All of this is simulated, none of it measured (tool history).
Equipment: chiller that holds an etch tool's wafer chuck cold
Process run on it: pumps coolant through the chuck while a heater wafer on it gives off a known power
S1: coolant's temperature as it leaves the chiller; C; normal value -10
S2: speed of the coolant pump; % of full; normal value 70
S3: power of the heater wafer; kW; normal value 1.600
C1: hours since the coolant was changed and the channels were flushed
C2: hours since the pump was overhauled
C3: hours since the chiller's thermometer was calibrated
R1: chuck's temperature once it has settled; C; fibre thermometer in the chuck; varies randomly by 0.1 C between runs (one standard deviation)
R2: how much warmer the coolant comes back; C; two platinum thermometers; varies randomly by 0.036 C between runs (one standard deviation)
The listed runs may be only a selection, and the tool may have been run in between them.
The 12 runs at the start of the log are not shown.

Run 13, day 41.846: usual settings; C1 7632; C2 4811; C3 3783. Result: R1 10.2 C, R2 6.49 C.
Run 14, day 44.854: usual settings but S2 83 % of full; C1 7704; C2 4883; C3 3855. Result: R1 7.4 C, R2 5.54 C.
Run 15, day 49.379: usual settings but S2 83 % of full; C1 7812; C2 4992; C3 3963. Result: R1 7.5 C, R2 5.44 C.
Run 16, day 53.350: usual settings; C1 7908; C2 5087; C3 4059. Result: R1 10.2 C, R2 6.45 C.
Run 17, day 57.083: usual settings but S1 -13 C, S2 94 % of full, S3 1.627 kW; C1 7997; C2 5177; C3 4148. Result: R1 2.6 C, R2 4.91 C.
Run 18, day 61.696: usual settings but S1 -9 C, S2 91 % of full, S3 0.810 kW; C1 8108; C2 5288; C3 4259. Result: R1 -0.9 C, R2 2.49 C.
At day 62.783: chiller's thermometer calibrated.
Run 19, day 64.467: usual settings but S1 -13 C, S3 2.056 kW; C1 8173; C2 5353; C3 40. Result: R1 13.1 C, R2 8.39 C.
Run 20, day 69.204: usual settings but S2 85 % of full; C1 8287; C2 5467; C3 154. Result: R1 6.9 C, R2 5.38 C.
Run 21, day 71.442: usual settings but S1 -13 C, S2 82 % of full, S3 1.458 kW; C1 8341; C2 5521; C3 208. Result: R1 3.0 C, R2 5.11 C.
Run 22, day 76.558: usual settings but S1 -13 C, S2 68 % of full; C1 8464; C2 5643; C3 331. Result: R1 8.0 C, R2 6.66 C.
Run 23, day 80.146: usual settings but S3 1.518 kW; C1 8550; C2 5729; C3 417. Result: R1 9.3 C, R2 6.17 C.
Run 24, day 85.138: usual settings but S1 -18 C, S2 90 % of full, S3 1.253 kW; C1 8670; C2 5849; C3 536. Result: R1 -5.3 C, R2 3.89 C.
Run 25, day 88.562: usual settings but S1 -5 C, S2 90 % of full, S3 1.253 kW; C1 8752; C2 5931; C3 619. Result: R1 7.7 C, R2 4.01 C.
Run 26, day 93.042: usual settings but S1 -13 C, S2 77 % of full, S3 0.818 kW; C1 8859; C2 6039; C3 726. Result: R1 -3.3 C, R2 3.04 C.
Run 27, day 97.412: usual settings but S1 -13 C, S2 81 % of full, S3 1.102 kW; C1 8964; C2 6144; C3 831. Result: R1 -0.8 C, R2 3.84 C.
At day 100.758: coolant changed, channels flushed.
Run 28, day 101.867: usual settings but S1 -13 C, S2 64 % of full; C1 27; C2 6245; C3 932. Result: R1 9.1 C, R2 7.13 C.
Run 29, day 106.362: usual settings but S2 93 % of full, S3 1.441 kW; C1 134; C2 6353; C3 1040. Result: R1 4.0 C, R2 4.39 C.
Run 30, day 109.621: usual settings but S1 -18 C, S2 83 % of full; C1 213; C2 6431; C3 1118. Result: R1 -0.6 C, R2 5.48 C.
Run 31, day 112.438: usual settings but S1 -18 C, S2 83 % of full; C1 280; C2 6498; C3 1186. Result: R1 -0.8 C, R2 5.52 C.

Below are 5 alternative next runs, each starting from the tool's condition after run 31. Predict each:
Run A, day 114.662: usual settings but S1 -19 C; C1 334; C2 6552; C3 1239. Result: R1 ?, R2 ?.
Run B, day 114.662: usual settings but S2 88 % of full; C1 334; C2 6552; C3 1239. Result: R1 ?, R2 ?.
Run C, day 114.662: usual settings but S2 73 % of full, S3 0.862 kW; C1 334; C2 6552; C3 1239. Result: R1 ?, R2 ?.
Run D, day 114.662: usual settings but S2 83 % of full, S3 0.951 kW; C1 334; C2 6552; C3 1239. Result: R1 ?, R2 ?.
Run E, day 114.662: usual settings but S1 -7 C, S2 61 % of full, S3 1.998 kW; C1 334; C2 6552; C3 1239. Result: R1 ?, R2 ?.

run    R1    R2
  A   1.3  6.51
  B   6.6  5.18
  C   0.6  3.37
  D   0.5  3.26
  E  21.8  9.27
What these runs would have given with no unlogged condition in the tool:
run    R1    R2
  A   1.3  6.51
  B   6.6  5.18
  C   0.6  3.37
  D   0.5  3.26
  E  21.8  9.27

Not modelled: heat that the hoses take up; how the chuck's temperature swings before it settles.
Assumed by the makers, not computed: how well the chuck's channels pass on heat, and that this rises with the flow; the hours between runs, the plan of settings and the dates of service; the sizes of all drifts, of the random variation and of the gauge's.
